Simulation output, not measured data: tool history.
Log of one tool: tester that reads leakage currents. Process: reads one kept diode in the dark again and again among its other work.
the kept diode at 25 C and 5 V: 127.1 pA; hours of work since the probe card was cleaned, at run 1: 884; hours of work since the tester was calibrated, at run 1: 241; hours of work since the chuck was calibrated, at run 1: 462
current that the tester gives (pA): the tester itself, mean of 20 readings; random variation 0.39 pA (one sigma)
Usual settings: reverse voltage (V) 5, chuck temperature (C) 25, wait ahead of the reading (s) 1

| run | hour | reverse voltage (V) | chuck temperature (C) | wait ahead of the reading (s) | hours of work since the probe card was cleaned | hours of work since the tester was calibrated | hours of work since the chuck was calibrated | current that the tester gives (pA) |
|---|---|---|---|---|---|---|---|---|
| 1 | 0 | 5 | 25 | 1 | 884 | 241 | 462 | 128.12 |
| 2 | 22.3 | 5 | 25 | 1 | 896 | 252 | 473 | 128.53 |
| 3 | 51.7 | 2.12 | 25 | 1 | 911 | 267 | 488 | 90.95 |
| 4 | 83.9 | 2.12 | 25 | 1 | 927 | 283 | 505 | 91.43 |
| 5 | 102 | 2.12 | 25 | 1 | 937 | 293 | 514 | 91.45 |
| 6 | 130 | 2.12 | 25 | 1 | 951 | 307 | 528 | 91.99 |
| 7 | 148.1 | 2.12 | 25 | 1 | 960 | 316 | 538 | 90.89 |
| 8 | 163.4 | 16.26 | 28 | 0.34 | 968 | 324 | 545 | 261.25 |
| 9 | 183.6 | 15.9 | 25 | 0.62 | 978 | 335 | 556 | 204.23 |
| 10 | 207.1 | 5 | 46 | 3.13 | 990 | 347 | 568 | 547.16 |

Hidden state or all else? Some run-to-run changes of current that the tester gives (pA), split into what the settings, what came in and random variation would give without the hidden state, and what is left for the hidden state (with any gauge scatter that isn't in both results):
The hidden state here: stray current of the dirty probe card, pA a volt; current scale over the true one, %; true chuck temperature over the reading, C; drift of the gauge itself on leakage_pa, %.
Run 9 -> 10: reverse voltage (V) 15.9 -> 5, chuck temperature (C) 25 -> 46, wait ahead of the reading (s) 0.62 -> 3.13. current that the tester gives (pA) +342.93: hidden state -0.4, all else +343.33.
